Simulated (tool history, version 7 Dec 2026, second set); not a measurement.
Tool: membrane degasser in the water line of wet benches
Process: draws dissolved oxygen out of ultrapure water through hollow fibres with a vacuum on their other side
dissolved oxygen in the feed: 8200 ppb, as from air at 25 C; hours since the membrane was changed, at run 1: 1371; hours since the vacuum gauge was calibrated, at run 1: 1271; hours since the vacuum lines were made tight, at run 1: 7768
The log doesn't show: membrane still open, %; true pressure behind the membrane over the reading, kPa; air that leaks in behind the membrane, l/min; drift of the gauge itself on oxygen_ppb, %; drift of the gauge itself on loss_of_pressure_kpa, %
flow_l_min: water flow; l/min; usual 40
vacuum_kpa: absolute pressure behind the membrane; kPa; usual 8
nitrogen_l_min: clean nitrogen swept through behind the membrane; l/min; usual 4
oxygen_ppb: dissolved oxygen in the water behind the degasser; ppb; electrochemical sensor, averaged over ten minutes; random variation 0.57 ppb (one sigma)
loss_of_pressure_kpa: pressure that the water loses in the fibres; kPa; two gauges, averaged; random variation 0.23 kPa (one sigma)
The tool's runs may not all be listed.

run,hour,flow_l_min,vacuum_kpa,nitrogen_l_min,hours since the membrane was changed,hours since the vacuum gauge was calibrated,hours since the vacuum lines were made tight,oxygen_ppb,loss_of_pressure_kpa
1,0,40,8,4,1371,1271,7768,118.6,58.91
2,78.6,40,8,4,1450,1349,7847,118.7,58.83
3,125.2,40,8,4,1496,1396,7893,119.2,58.82
4,181.8,40,8,4,1553,1452,7950,119.4,58.59
5,255.8,40,8,4,1627,1526,8024,118.5,58.98
6,337.4,40,10.64,4,1708,1608,8105,179.7,59.11
7,383.2,62,10.64,4,1754,1654,8151,268.9,91.15
8,455.2,62,10.64,4,1826,1726,8223,268.7,90.37
9,506.4,38,8,4,1877,1777,8274,112.6,56.09
10,556.2,38,8,4,1927,1827,8324,113.4,56.1
11,624.1,38,8,4,1995,1895,8392,114,55.22
12,689.2,38,8,4,2060,1960,8457,114.3,55.89
13,750.5,38,8,4,2121,2021,8518,113.5,55.93
14,786.5,40,8,2.33,2157,2057,8554,189.6,59.02
15,834.2,40,8,2.33,2205,2105,8602,191.4,59.09
16,888.4,40,8,4,2259,2159,8656,118.7,58.96
17,966.4,40,8,4,2337,2237,8734,120.1,59.08
18,1033.3,40,8,4,2404,2304,8801,119.3,58.71
19,1086.6,40,8,4,2458,2357,8855,120,58.86
20,1129.4,30,5.73,4,2500,2400,8897,49.3,44.4
21,1214.5,30,9.08,3.31,2586,2485,8982,131.4,44.41
22,1280.9,30,9.08,3.31,2652,2551,9049,131.4,44.36
23,1336.5,50,6.99,8.72,2707,2607,9104,60.8,73.74
24,1396.2,29,6.99,11.63,2767,2667,9164,26.3,42.6
25,1458.8,40,8.5,6.05,2830,2729,9227,90.3,59.26
26,1538,40,8.5,6.05,2909,2809,9306,90.5,59.01
27,1593,62,9.05,8.79,2964,2864,9361,111.5,91.47
28,1665.9,32,5.96,3.07,3037,2937,9434,72.5,47.08
29,1708.5,32,11.55,5.35,3080,2979,9476,126.2,47.46
30,1788.4,38,12.77,2.51,3159,3059,9556,332.2,55.93
31,1831.1,29,8,2.25,3202,3102,9599,149.6,42.89

5 ways to go on from here, each from the tool as it stands after run 31. What would each give?
A,1911.3,44,15.15,8.6,3282,3182,9679,?,?
B,1911.3,39,8,2.25,3282,3182,9679,?,?
C,1911.3,29,5.63,2.25,3282,3182,9679,?,?
D,1911.3,29,7.7,2.22,3282,3182,9679,?,?
E,1911.3,35,8,4,3282,3182,9679,?,?

run,oxygen_ppb,loss_of_pressure_kpa
A,155.5,64.93
B,193.4,57.16
C,78,42.97
D,142.6,42.92
E,105.2,51.86
Without the tool's hidden state the same runs would have given:
run,oxygen_ppb,loss_of_pressure_kpa
A,151.1,64.24
B,187.1,56.55
C,73.5,42.51
D,136.6,42.46
E,100.9,51.31
